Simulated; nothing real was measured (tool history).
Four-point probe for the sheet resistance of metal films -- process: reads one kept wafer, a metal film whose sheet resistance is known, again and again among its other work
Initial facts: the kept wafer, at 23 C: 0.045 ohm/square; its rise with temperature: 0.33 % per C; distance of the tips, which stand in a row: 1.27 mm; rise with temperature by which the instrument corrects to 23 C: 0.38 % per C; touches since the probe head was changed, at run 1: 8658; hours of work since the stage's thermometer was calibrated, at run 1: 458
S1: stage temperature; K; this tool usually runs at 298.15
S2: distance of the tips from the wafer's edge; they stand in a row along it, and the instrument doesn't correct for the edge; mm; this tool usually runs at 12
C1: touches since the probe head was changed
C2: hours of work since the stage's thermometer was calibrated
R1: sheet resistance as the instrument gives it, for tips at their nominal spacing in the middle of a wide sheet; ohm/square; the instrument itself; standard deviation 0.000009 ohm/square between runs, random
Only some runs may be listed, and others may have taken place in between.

run 1 day=0.000 | S1=298.15 S2=12 | C1=8658 C2=458 | R1=0.045290
run 2 day=1.075 | S1=298.15 S2=12 | C1=9124 C2=470 | R1=0.045288
run 3 day=2.533 | S1=298.15 S2=12 | C1=9756 C2=485 | R1=0.045294
run 4 day=3.875 | S1=298.15 S2=12 | C1=10338 C2=499 | R1=0.045313
run 5 day=4.675 | S1=298.15 S2=12 | C1=10684 C2=508 | R1=0.045288
run 6 day=5.421 | S1=298.15 S2=4 | C1=11008 C2=516 | R1=0.047308
run 7 day=6.767 | S1=298.15 S2=12 | C1=11591 C2=530 | R1=0.045288
run 8 day=7.950 | S1=298.15 S2=12 | C1=12103 C2=543 | R1=0.045284
run 9 day=8.604 | S1=298.15 S2=12 | C1=12387 C2=549 | R1=0.045284
run 10 day=9.762 | S1=298.15 S2=12 | C1=12889 C2=562 | R1=0.045285
run 11 day=10.608 | S1=298.15 S2=12 | C1=13255 C2=571 | R1=0.045280
run 12 day=11.842 | S1=304.15 S2=12 | C1=13790 C2=584 | R1=0.045147
run 13 day=13.042 | S1=304.15 S2=12 | C1=14310 C2=597 | R1=0.045137
run 14 day=13.858 | S1=304.15 S2=12 | C1=14663 C2=605 | R1=0.045137
run 15 day=14.671 | S1=298.15 S2=12 | C1=15015 C2=614 | R1=0.045274
run 16 day=15.342 | S1=298.15 S2=12 | C1=15306 C2=621 | R1=0.045282
run 17 day=16.354 | S1=298.15 S2=12 | C1=15745 C2=632 | R1=0.045277
run 18 day=17.033 | S1=298.15 S2=4 | C1=16040 C2=639 | R1=0.047322
run 19 day=17.746 | S1=296.15 S2=4 | C1=16348 C2=647 | R1=0.047347
run 20 day=19.200 | S1=296.15 S2=4 | C1=16978 C2=662 | R1=0.047359
run 21 day=20.596 | S1=298.15 S2=12 | C1=17583 C2=677 | R1=0.045271
run 22 day=21.975 | S1=298.15 S2=12 | C1=18181 C2=691 | R1=0.045260
run 23 day=23.429 | S1=291.15 S2=5 | C1=18811 C2=707 | R1=0.046677
run 24 day=24.346 | S1=291.15 S2=5 | C1=19207 C2=717 | R1=0.046690
run 25 day=25.704 | S1=298.15 S2=37 | C1=19796 C2=731 | R1=0.045028
run 26 day=26.800 | S1=298.15 S2=60 | C1=20271 C2=743 | R1=0.044995
run 27 day=27.825 | S1=298.15 S2=60 | C1=20715 C2=754 | R1=0.044987
run 28 day=29.033 | S1=293.15 S2=5 | C1=21239 C2=766 | R1=0.046613
run 29 day=29.796 | S1=303.15 S2=7 | C1=21570 C2=775 | R1=0.045661
run 30 day=31.150 | S1=305.15 S2=10 | C1=22156 C2=789 | R1=0.045229
run 31 day=31.888 | S1=305.15 S2=10 | C1=22475 C2=797 | R1=0.045204
run 32 day=32.917 | S1=302.15 S2=12 | C1=22922 C2=808 | R1=0.045155
run 33 day=34.162 | S1=302.15 S2=12 | C1=23461 C2=821 | R1=0.045150
run 34 day=35.104 | S1=298.15 S2=4 | C1=23870 C2=831 | R1=0.047279
run 35 day=36.117 | S1=303.15 S2=11 | C1=24308 C2=842 | R1=0.045198
run 36 day=37.054 | S1=298.15 S2=30 | C1=24714 C2=852 | R1=0.045024
run 37 day=38.525 | S1=306.15 S2=69 | C1=25351 C2=867 | R1=0.044814
run 38 day=39.425 | S1=301.15 S2=10 | C1=25741 C2=877 | R1=0.045311
run 39 day=40.846 | S1=298.15 S2=50 | C1=26357 C2=892 | R1=0.044985
run 40 day=41.683 | S1=307.15 S2=3 | C1=26721 C2=901 | R1=0.048669
run 41 day=43.112 | S1=304.15 S2=7 | C1=27339 C2=916 | R1=0.045612
run 42 day=44.192 | S1=297.15 S2=7 | C1=27808 C2=927 | R1=0.045768
run 43 day=45.375 | S1=305.15 S2=17 | C1=28320 C2=940 | R1=0.044948
run 44 day=46.025 | S1=297.15 S2=50 | C1=28602 C2=947 | R1=0.045009

4 ways to go on from here, each from the tool as it stands after run 44. What would each give?
run A day=46.946 | S1=305.15 S2=61 | C1=29000 C2=957 | R1=?
run B day=46.946 | S1=297.15 S2=38 | C1=29000 C2=957 | R1=?
run C day=46.946 | S1=295.15 S2=14 | C1=29000 C2=957 | R1=?
run D day=46.946 | S1=297.15 S2=27 | C1=29000 C2=957 | R1=?

run=A R1=0.044828
run=B R1=0.045027
run=C R1=0.045237
run=D R1=0.045047
Take away the tool's hidden state, keep each run's random variation, and the runs would have read:
run=A R1=0.044815
run=B R1=0.045013
run=C R1=0.045224
run=D R1=0.045034
